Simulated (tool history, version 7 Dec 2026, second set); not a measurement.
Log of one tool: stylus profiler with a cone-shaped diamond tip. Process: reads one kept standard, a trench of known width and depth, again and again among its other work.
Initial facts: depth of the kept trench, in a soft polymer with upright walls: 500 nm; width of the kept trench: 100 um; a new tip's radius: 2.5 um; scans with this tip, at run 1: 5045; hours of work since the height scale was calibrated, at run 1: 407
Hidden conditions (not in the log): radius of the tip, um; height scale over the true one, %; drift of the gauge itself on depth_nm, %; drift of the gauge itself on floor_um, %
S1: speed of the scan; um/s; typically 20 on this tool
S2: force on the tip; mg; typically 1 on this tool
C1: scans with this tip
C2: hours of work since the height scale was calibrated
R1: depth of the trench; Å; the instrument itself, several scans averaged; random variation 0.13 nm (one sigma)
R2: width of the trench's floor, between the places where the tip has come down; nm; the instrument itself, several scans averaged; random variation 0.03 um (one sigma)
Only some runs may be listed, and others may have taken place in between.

run,hour,S1,S2,C1,C2,R1,R2
1,0,20,1,5045,407,5028.6,96620
2,31.7,20,1,5334,430,5027.2,96550
3,48.6,20,1,5487,443,5029.6,96580
4,83.8,20,1,5808,469,5028.3,96530
5,105.9,20,1,6009,485,5027.1,96520
6,125.3,40,1,6186,499,5025.6,96370
7,162.7,40,1,6526,527,5026.6,96310
8,200.4,40,1,6869,554,5025.6,96310
9,224.9,40,1,7092,572,5027,96270
10,258.8,40,1,7400,597,5025.7,96340
11,280.4,20,0.35,7598,613,5008.9,96350
12,302.3,35,0.37,7797,629,5011,96140
13,319.1,35,0.75,7950,641,5022,96250

Some steps in R1, run to run, broken into two amounts with sign: the step expected even without the hidden condition (settings, incoming material, random variation), and the rest, left for the hidden condition together with whatever gauge scatter is not in both the measured and the hidden-condition-free result:
Run 6 -> 7: nothing adjusted, nothing logged. R1 +1 Å: hidden state -0.4, all else +1.4.
Run 10 -> 11: S1 40 -> 20, S2 1 -> 0.35. R1 -16.8 Å: hidden state -0.2, all else -16.6.

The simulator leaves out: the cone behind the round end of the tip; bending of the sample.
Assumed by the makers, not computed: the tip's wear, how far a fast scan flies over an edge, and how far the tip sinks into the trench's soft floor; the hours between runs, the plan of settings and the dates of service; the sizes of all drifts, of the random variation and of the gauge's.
